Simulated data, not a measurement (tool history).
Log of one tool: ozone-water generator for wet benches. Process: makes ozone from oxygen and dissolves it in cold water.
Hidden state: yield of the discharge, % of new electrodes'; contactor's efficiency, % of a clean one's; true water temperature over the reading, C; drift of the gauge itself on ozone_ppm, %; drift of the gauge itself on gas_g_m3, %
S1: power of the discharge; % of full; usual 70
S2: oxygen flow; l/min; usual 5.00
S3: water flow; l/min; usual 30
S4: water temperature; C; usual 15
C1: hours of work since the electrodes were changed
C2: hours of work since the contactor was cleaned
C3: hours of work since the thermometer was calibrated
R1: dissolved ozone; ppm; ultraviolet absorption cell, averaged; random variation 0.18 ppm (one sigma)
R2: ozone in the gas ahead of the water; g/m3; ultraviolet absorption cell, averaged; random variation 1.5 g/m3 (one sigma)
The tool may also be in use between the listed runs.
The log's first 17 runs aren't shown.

run,hour,S1,S2,S3,S4,C1,C2,C3,R1,R2
18,2201.0,70,8.24,30,15,2123,261,2636,25.2,209.8
19,2344.0,70,8.24,30,15,2238,376,2751,25.3,208.8
20,2462.3,54,6.58,30,15,2333,471,2846,20.6,194.7
21,2541.2,69,5.00,34,19,2397,535,2910,19.5,261.5
22,2687.2,62,3.24,30,15,2514,652,3027,19.2,297.9
23,2785.3,42,5.00,30,13,2593,731,3106,16.7,186.1
# hour 2845.7: water thermometer calibrated
24,2891.4,42,5.00,30,13,2678,817,37,16.8,182.5
25,2993.2,43,3.38,21,14,2760,899,119,21.2,222.7
26,3100.0,43,3.38,21,14,2847,985,205,21.4,224.3
27,3252.7,70,4.28,30,9,2970,1108,328,23.7,280.7
28,3386.4,70,8.28,21,13,3077,1215,436,33.0,204.4
29,3491.8,70,8.28,21,13,3162,1300,521,33.0,202.0
30,3608.5,70,8.28,21,13,3256,1394,615,33.3,202.8
31,3756.4,65,3.20,21,13,3375,1514,734,27.5,302.5
32,3915.1,99,5.14,38,11,3503,1641,862,24.0,323.8

4 ways to go on from here, each from the tool as it stands after run 32. What would each give?
A,4004.7,99,5.96,38,19,3575,1714,934,?,?
B,4004.7,99,5.14,38,7,3575,1714,934,?,?
C,4004.7,83,5.14,27,11,3575,1714,934,?,?
D,4004.7,99,5.45,38,11,3575,1714,934,?,?

run,R1,R2
A,23.0,297.9
B,24.9,317.9
C,29.0,284.9
D,24.2,310.0
Without the tool's hidden state the same runs would have given:
run,R1,R2
A,25.7,328.8
B,27.7,350.9
C,32.0,311.4
D,27.0,342.2

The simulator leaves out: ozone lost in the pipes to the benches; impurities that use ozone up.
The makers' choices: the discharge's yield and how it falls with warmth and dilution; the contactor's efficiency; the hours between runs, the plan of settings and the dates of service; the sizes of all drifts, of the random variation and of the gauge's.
